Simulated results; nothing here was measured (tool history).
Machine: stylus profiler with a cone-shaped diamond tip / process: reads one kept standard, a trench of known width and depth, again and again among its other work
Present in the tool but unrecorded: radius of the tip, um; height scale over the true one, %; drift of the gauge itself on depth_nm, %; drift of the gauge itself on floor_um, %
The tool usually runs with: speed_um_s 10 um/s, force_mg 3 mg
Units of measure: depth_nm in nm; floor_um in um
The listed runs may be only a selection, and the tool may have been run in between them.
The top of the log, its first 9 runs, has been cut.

run	day	speed_um_s	force_mg	scans with this tip	hours of work since the height scale was calibrated	depth_nm	floor_um
10	5.896	3	3	3344	336	202.74	48.18
11	6.804	3	3	3466	348	202.68	48.2
12	7.183	10	3	3517	353	202.67	48.18
13	8.054	10	3.88	3634	365	203.18	48.13
14	8.867	10	3	3744	376	202.74	48.13
15	9.317	10	3	3805	382	202.76	48.15
16	10.196	10	1.44	3923	394	201.84	48.11
17	10.65	7	7.88	3984	400	204.95	48.14
18	11.288	9	2.57	4069	408	202.44	48.15
19	11.954	19	1.59	4159	417	201.88	48.09
20	12.475	6	2.35	4229	424	202.32	48.16
21	13.312	7	2.16	4342	436	202.26	48.16
22	14.108	5	4.58	4449	447	203.5	48.18
23	14.671	5	4.58	4525	454	203.66	48.15
24	15.192	5	3.63	4595	461	203.11	48.12
25	15.921	5	5.99	4693	471	204.35	48.13
26	16.667	12	1.06	4793	481	201.64	48.06
27	17.212	14	5.41	4867	488	204.03	48.09
28	17.946	17	3.26	4966	498	202.95	48.02
29	18.704	25	1.22	5068	509	201.75	48.02
30	19.225	5	3.49	5138	516	203.07	48.15
31	19.912	3	6.96	5230	525	204.72	48.13
32	20.496	6	4.65	5309	533	203.74	48.08

Alternative continuations, all from the tool just after run 32; predict every row:
A	21.3	5	5.92	5417	544	?	?
B	21.3	39	6.06	5417	544	?	?
C	21.3	9	1.01	5417	544	?	?
D	21.3	4	1.94	5417	544	?	?

run	depth_nm	floor_um
A	204.29	48.14
B	204.34	48.01
C	201.55	48.08
D	202.26	48.13
Had the tool no hidden state, the same runs would have come out as:
run	depth_nm	floor_um
A	203.93	48.24
B	203.98	48.11
C	201.19	48.18
D	201.91	48.23
